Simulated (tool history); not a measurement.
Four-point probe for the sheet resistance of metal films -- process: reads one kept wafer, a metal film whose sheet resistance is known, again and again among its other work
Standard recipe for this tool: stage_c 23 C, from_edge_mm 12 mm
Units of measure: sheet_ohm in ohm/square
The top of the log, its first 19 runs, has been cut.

run   hour  stage_c  from_edge_mm  touches since the probe head was changed  hours of work since the stage's thermometer was calibrated  sheet_ohm
 20  534.1       23             6                                     30789                                                         489   0.743528
 21  569.5       23             6                                     31600                                                         506   0.743170
 22  592.3       32             6                                     32120                                                         517   0.744367
 23  629.1       32             6                                     32963                                                         534   0.744305
 24  646.5       30            61                                     33360                                                         542   0.733246
 25  674.2       30            61                                     33994                                                         556   0.733157
 26  690.9       20             6                                     34375                                                         564   0.742600
 27  726.7       23            12                                     35193                                                         581   0.734564
 28  763.8       23            12                                     36042                                                         598   0.734594
 29  790.2       26             9                                     36646                                                         611   0.737263
 30  822.7       30            40                                     37390                                                         626   0.732708
 31  854.8       26            15                                     38123                                                         642   0.733734
 32  871.9       21            45                                     38515                                                         650   0.731502

Estimate the outcome of run 33 from the log above:
 33  903.1       21            45                                     39227                                                         665          ?

{"run 33": {"sheet_ohm": 0.731432}}
Take away the tool's hidden state, keep the run-to-run variation as it was, and the same run would have given sheet_ohm 0.735124 ohm/square.
